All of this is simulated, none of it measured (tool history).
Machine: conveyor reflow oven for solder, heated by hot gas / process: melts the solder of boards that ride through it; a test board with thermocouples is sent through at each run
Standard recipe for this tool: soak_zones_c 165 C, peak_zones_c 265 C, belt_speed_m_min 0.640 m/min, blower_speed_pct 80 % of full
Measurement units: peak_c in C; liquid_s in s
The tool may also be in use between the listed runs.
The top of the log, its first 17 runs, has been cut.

run,hour,soak_zones_c,peak_zones_c,belt_speed_m_min,blower_speed_pct,peak_c,liquid_s
# hour 249.8: flux residue cleaned out of gas plates and filters
18,267.8,165,265,0.752,80,238.3,28.4
19,280.8,155,263,0.752,80,233.7,22.9
20,292.4,180,260,0.640,61,240.4,41.9
# hour 314.6: flux residue cleaned out of gas plates and filters, once more
21,315.9,164,265,0.692,80,246.1,38.6
22,325.1,170,254,0.545,52,239.3,46.1
23,336.0,170,254,0.545,52,239.1,46.0
24,353.1,170,278,0.675,52,251.5,44.0
25,361.4,170,278,0.641,52,253.8,48.7
26,374.0,170,278,0.641,52,254.0,48.6
27,384.9,170,278,0.641,52,253.7,48.5
28,396.9,169,265,0.734,58,239.2,30.9
29,410.3,163,265,0.660,80,246.1,41.0
30,423.1,163,265,0.660,80,246.7,41.0
31,433.2,165,258,0.631,80,241.7,40.5

What if the next run were any one of these 3? Each begins from the tool's condition after run 31:
A,443.3,179,272,0.627,80,?,?
B,443.3,151,258,0.631,50,?,?
C,443.3,166,258,0.752,80,?,?

run,peak_c,liquid_s
A,255.9,55.0
B,232.5,25.6
C,236.0,27.9
Without the tool's hidden state the same runs would have given:
run,peak_c,liquid_s
A,257.1,54.8
B,233.5,26.3
C,237.2,28.6
